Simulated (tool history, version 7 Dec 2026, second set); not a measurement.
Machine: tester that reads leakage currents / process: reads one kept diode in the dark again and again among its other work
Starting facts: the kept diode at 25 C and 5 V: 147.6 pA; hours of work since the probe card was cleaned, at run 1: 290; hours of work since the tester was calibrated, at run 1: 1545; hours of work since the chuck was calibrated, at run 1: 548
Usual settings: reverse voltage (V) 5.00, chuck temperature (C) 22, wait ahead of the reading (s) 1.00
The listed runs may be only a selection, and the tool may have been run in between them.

run,day,reverse voltage (V),chuck temperature (C),wait ahead of the reading (s),hours of work since the probe card was cleaned,hours of work since the tester was calibrated,hours of work since the chuck was calibrated,current that the tester gives (pA)
1,0.000,5.00,22,1.00,290,1545,548,123.93
2,2.792,5.00,35,1.00,333,1588,591,395.12
3,4.521,5.00,35,1.00,360,1614,617,395.91
4,6.812,5.00,35,1.00,395,1650,653,398.99
5,9.117,5.00,35,2.90,431,1685,688,400.08
6,10.921,5.00,35,2.90,459,1713,716,400.52
7,13.171,5.00,22,1.68,494,1748,751,127.29
8,14.608,5.00,22,1.68,516,1770,773,128.24
9,16.912,17.34,22,1.00,551,1805,809,210.40
10,19.850,17.34,22,1.00,597,1851,854,212.31
11,22.479,4.93,22,0.88,637,1891,894,129.25
12,25.196,1.70,28,0.90,679,1933,936,149.22
13,28.467,5.00,32,4.33,730,1984,987,322.49
14,31.071,5.00,32,4.33,770,2024,1027,324.50
15,34.608,3.38,21,0.64,824,2079,1082,105.29
16,36.533,3.38,21,0.64,854,2108,1111,106.31
17,38.708,3.38,21,0.64,888,2142,1145,106.82
18,42.042,7.81,27,0.63,939,2193,1196,255.10

A few steps of current that the tester gives (pA) between consecutive runs. Split each: what settings, incoming material and random variation would produce without the hidden state, and what is left over for the hidden state, along with gauge scatter present in only one of the two compared results (measured, and without hidden state):
The tool's hidden condition here consists of: stray current of the dirty probe card, pA a volt; current scale over the true one, %; true chuck temperature over the reading, C; drift of the gauge itself on leakage_pa, %.
Run 6 -> 7: chuck temperature (C) 35 -> 22, wait ahead of the reading (s) 2.90 -> 1.68. current that the tester gives (pA) -273.23: hidden state -26.90, all else -246.33.
Run 14 -> 15: reverse voltage (V) 5.00 -> 3.38, chuck temperature (C) 32 -> 21, wait ahead of the reading (s) 4.33 -> 0.64. current that the tester gives (pA) -219.21: hidden state -30.18, all else -189.03.

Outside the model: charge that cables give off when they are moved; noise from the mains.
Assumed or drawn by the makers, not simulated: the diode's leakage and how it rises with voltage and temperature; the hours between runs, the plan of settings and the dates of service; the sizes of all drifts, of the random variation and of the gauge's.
